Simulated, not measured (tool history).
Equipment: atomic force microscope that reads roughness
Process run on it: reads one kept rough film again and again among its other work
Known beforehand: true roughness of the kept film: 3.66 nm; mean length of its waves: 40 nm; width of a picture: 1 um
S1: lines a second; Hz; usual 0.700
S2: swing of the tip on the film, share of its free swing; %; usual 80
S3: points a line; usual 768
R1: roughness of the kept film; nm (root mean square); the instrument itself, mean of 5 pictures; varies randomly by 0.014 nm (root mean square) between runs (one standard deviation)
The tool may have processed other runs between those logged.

run,day,S1,S2,S3,R1
1,0.000,0.700,80,768,3.249
2,0.579,0.700,80,768,3.180
3,0.917,0.700,80,768,3.191
4,1.225,0.700,80,268,3.104
5,1.788,0.700,80,268,3.084
6,2.367,0.700,80,268,3.051
7,2.833,0.700,81,768,3.031
8,3.175,0.700,86,768,2.941
9,3.450,0.700,80,768,2.994
10,4.021,0.700,80,768,2.954
11,4.483,0.700,80,768,2.907
12,4.846,0.700,70,768,2.950
# day 5.054: new tip fitted
13,5.442,0.700,59,768,3.418
14,5.850,0.700,59,768,3.406
15,6.467,0.700,59,768,3.301
16,7.000,0.700,59,768,3.288
17,7.496,0.700,59,768,3.218
18,7.788,0.700,59,768,3.229
19,8.183,0.700,59,768,3.219
20,8.450,0.700,80,768,3.059
21,8.788,0.700,80,768,3.045
# day 8.862: height scale calibrated on a step standard
22,9.183,0.700,80,768,3.021
23,9.779,0.700,80,768,2.973
# day 10.204: height scale calibrated on a step standard, once more
24,10.292,0.700,80,768,2.939
25,10.650,0.596,80,633,2.937
26,11.000,2.004,75,517,2.732
27,11.325,2.004,75,517,2.740
# day 11.604: new tip fitted
28,11.612,3.448,61,612,3.224
29,12.008,2.220,58,549,3.319
30,12.625,0.550,88,317,3.214
31,12.921,0.700,66,790,3.298
32,13.479,0.700,80,675,3.191
33,13.871,1.124,72,843,3.143

What does the tool deliver on the next run?
34,14.404,2.295,85,372,?

{"run 34": {"R1": 2.73}}
Were there no unlogged condition in the tool, this run, its random variation unchanged, would have produced R1 2.937 nm (root mean square).

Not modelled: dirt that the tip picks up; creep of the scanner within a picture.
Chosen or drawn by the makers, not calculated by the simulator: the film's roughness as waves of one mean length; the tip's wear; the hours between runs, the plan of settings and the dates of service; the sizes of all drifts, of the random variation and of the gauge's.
